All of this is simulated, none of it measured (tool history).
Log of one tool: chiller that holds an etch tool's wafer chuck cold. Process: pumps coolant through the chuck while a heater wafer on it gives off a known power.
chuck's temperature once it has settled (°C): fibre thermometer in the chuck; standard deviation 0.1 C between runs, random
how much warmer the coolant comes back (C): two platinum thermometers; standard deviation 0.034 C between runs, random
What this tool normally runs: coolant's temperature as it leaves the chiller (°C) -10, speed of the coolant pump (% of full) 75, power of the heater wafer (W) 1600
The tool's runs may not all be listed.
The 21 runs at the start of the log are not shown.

| run | hour | coolant's temperature as it leaves the chiller (°C) | speed of the coolant pump (% of full) | power of the heater wafer (W) | hours since the coolant was changed and the channels were flushed | hours since the pump was overhauled | hours since the chiller's thermometer was calibrated | chuck's temperature once it has settled (°C) | how much warmer the coolant comes back (C) |
|---|---|---|---|---|---|---|---|---|---|
| 22 | 2053.2 | -16 | 61 | 1529 | 4938 | 5473 | 2877 | 4.8 | 7.43 |
| 23 | 2170.1 | -16 | 61 | 1787 | 5054 | 5590 | 2994 | 8.7 | 8.69 |
| 24 | 2248.8 | -9 | 100 | 1588 | 5133 | 5669 | 3073 | 6 | 4.57 |
| 25 | 2321.7 | -9 | 100 | 1588 | 5206 | 5742 | 3146 | 6.1 | 4.56 |
| 26 | 2443.1 | -2 | 70 | 1963 | 5327 | 5863 | 3267 | 22.9 | 8.28 |
| 27 | 2574.2 | -3 | 70 | 1014 | 5459 | 5995 | 3398 | 9.7 | 4.3 |
| 28 | 2636 | -10 | 97 | 1592 | 5520 | 6056 | 3460 | 5.8 | 4.74 |
| 29 | 2728.9 | -10 | 97 | 1592 | 5613 | 6149 | 3553 | 5.8 | 4.81 |
| 30 | 2791.1 | -10 | 97 | 1592 | 5675 | 6211 | 3615 | 5.7 | 4.77 |
| 31 | 2890.8 | -10 | 97 | 1592 | 5775 | 6311 | 3715 | 5.8 | 4.78 |
| 32 | 3014.4 | -10 | 97 | 1592 | 5899 | 6435 | 3839 | 5.8 | 4.8 |

Branching from run 32: 4 alternative next runs. What would each branch give?
|  | 3138.8 | coolant pump overhauled |
| A | 3148.3 | -10 | 96 | 1532 | 6028 | 9 | 3967 | ? | ? |
|  | 3138.8 | coolant pump overhauled |
| B | 3148.3 | -2 | 83 | 1592 | 6028 | 9 | 3967 | ? | ? |
|  | 3138.8 | coolant pump overhauled |
| C | 3148.3 | -15 | 82 | 1592 | 6028 | 9 | 3967 | ? | ? |
|  | 3138.8 | coolant pump overhauled |
| D | 3148.3 | -10 | 66 | 1600 | 6028 | 9 | 3967 | ? | ? |

| run | chuck's temperature once it has settled (°C) | how much warmer the coolant comes back (C) |
|---|---|---|
| A | 3.4 | 3.94 |
| B | 13.7 | 4.81 |
| C | 0.6 | 4.84 |
| D | 8.9 | 6.15 |
The same runs, with their run-to-run variation unchanged, on a tool lacking any hidden condition would have given:
| run | chuck's temperature once it has settled (°C) | how much warmer the coolant comes back (C) |
|---|---|---|
| A | 2.5 | 3.96 |
| B | 12.6 | 4.82 |
| C | -0.5 | 4.85 |
| D | 7.5 | 6.16 |
